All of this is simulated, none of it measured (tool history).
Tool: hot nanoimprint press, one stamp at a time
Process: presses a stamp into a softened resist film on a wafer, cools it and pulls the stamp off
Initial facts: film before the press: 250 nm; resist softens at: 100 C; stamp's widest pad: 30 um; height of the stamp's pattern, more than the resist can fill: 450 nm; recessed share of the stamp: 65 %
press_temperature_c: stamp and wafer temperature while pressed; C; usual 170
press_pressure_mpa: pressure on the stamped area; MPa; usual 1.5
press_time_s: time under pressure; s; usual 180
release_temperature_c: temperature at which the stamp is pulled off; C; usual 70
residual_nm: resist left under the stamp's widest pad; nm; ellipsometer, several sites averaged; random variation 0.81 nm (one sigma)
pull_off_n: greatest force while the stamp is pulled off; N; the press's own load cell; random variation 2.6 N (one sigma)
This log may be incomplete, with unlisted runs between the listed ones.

run 1 hour=0 | press_temperature_c=170 press_pressure_mpa=1.5 press_time_s=180 release_temperature_c=70 | residual_nm=109.9 pull_off_n=140
run 2 hour=12.7 | press_temperature_c=168 press_pressure_mpa=1.5 press_time_s=180 release_temperature_c=70 | residual_nm=118.7 pull_off_n=143
run 3 hour=19.5 | press_temperature_c=168 press_pressure_mpa=1.5 press_time_s=180 release_temperature_c=70 | residual_nm=119.1 pull_off_n=139
run 4 hour=31.8 | press_temperature_c=168 press_pressure_mpa=1.5 press_time_s=180 release_temperature_c=70 | residual_nm=119.5 pull_off_n=139
run 5 hour=43 | press_temperature_c=170 press_pressure_mpa=1.5 press_time_s=215 release_temperature_c=70 | residual_nm=101.6 pull_off_n=145
run 6 hour=53.4 | press_temperature_c=170 press_pressure_mpa=1.5 press_time_s=215 release_temperature_c=70 | residual_nm=100.8 pull_off_n=146
run 7 hour=66.1 | press_temperature_c=170 press_pressure_mpa=1.5 press_time_s=180 release_temperature_c=65 | residual_nm=108.5 pull_off_n=159
run 8 hour=72.3 | press_temperature_c=170 press_pressure_mpa=1.5 press_time_s=180 release_temperature_c=65 | residual_nm=109 pull_off_n=159
run 9 hour=79.3 | press_temperature_c=170 press_pressure_mpa=1.5 press_time_s=180 release_temperature_c=70 | residual_nm=109.8 pull_off_n=148
run 10 hour=86.2 | press_temperature_c=167 press_pressure_mpa=1.5 press_time_s=180 release_temperature_c=70 | residual_nm=125.7 pull_off_n=149
-- hour=95.4 stamp cleaned and given a new release coat
run 11 hour=101.4 | press_temperature_c=167 press_pressure_mpa=1.5 press_time_s=180 release_temperature_c=70 | residual_nm=126.9 pull_off_n=124
run 12 hour=107.5 | press_temperature_c=172 press_pressure_mpa=1.75 press_time_s=180 release_temperature_c=70 | residual_nm=95.3 pull_off_n=116
run 13 hour=120.1 | press_temperature_c=166 press_pressure_mpa=1.18 press_time_s=148 release_temperature_c=70 | residual_nm=151.7 pull_off_n=124
run 14 hour=131.2 | press_temperature_c=166 press_pressure_mpa=1.18 press_time_s=148 release_temperature_c=70 | residual_nm=154.2 pull_off_n=120
run 15 hour=143.6 | press_temperature_c=163 press_pressure_mpa=1.5 press_time_s=314 release_temperature_c=70 | residual_nm=123.4 pull_off_n=124

Run 16 has not been measured yet. What should we expect?
run 16 hour=151.1 | press_temperature_c=163 press_pressure_mpa=1.33 press_time_s=314 release_temperature_c=75 | residual_nm=? pull_off_n=?

residual_nm: 130.6 nm
pull_off_n: 118 N
With the hidden condition absent and the run-to-run variation left alone, this run would have shown residual_nm 124.4 nm, pull_off_n 112 N.
